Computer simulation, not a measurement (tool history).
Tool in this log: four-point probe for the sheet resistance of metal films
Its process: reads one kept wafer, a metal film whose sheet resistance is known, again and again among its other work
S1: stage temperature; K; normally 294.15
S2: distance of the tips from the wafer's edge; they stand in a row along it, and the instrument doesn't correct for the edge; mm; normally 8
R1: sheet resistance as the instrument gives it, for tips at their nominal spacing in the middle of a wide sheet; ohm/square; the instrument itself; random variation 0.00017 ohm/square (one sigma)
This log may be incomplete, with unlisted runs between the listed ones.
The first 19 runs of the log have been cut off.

run   hour      S1  S2        R1
 20  500.2  294.15   6  0.837244
 21  524.7  294.15  21  0.826175
 22  549.3  294.15  21  0.826305
 23  579.9  294.15  21  0.825817
 24  606.1  300.15  33  0.821459
 25  644.3  300.15  65  0.821061
 26  673.2  299.15   8   0.82874
 27  693.6  297.15  31  0.823812
 28  726.5  306.15  29  0.817901
 29  763.1  306.15  29  0.817914
 30    784  306.15  29  0.818013
 31  814.6  306.15  29  0.818209
 32  834.8  306.15  29  0.818052
 33  859.9  291.15   8  0.834661
 34  887.9  296.15  28  0.824853
 35  905.1  304.15   4  0.845714
 36  934.7  294.15   8  0.832433
 37  973.3  294.15   8  0.832583
 38  994.2  294.15   8  0.832675

What if the next run were any one of these 3? Each begins from the tool's condition after run 38:
  A  1012.9  306.15  29   ?
  B  1012.9  291.15  32   ?
  C  1012.9  304.15  74   ?

run        R1
  A  0.818432
  B  0.828542
  C  0.819303
Stripped of hidden state, with their random variation kept, the same runs would have yielded:
run        R1
  A  0.814613
  B  0.824709
  C  0.815484
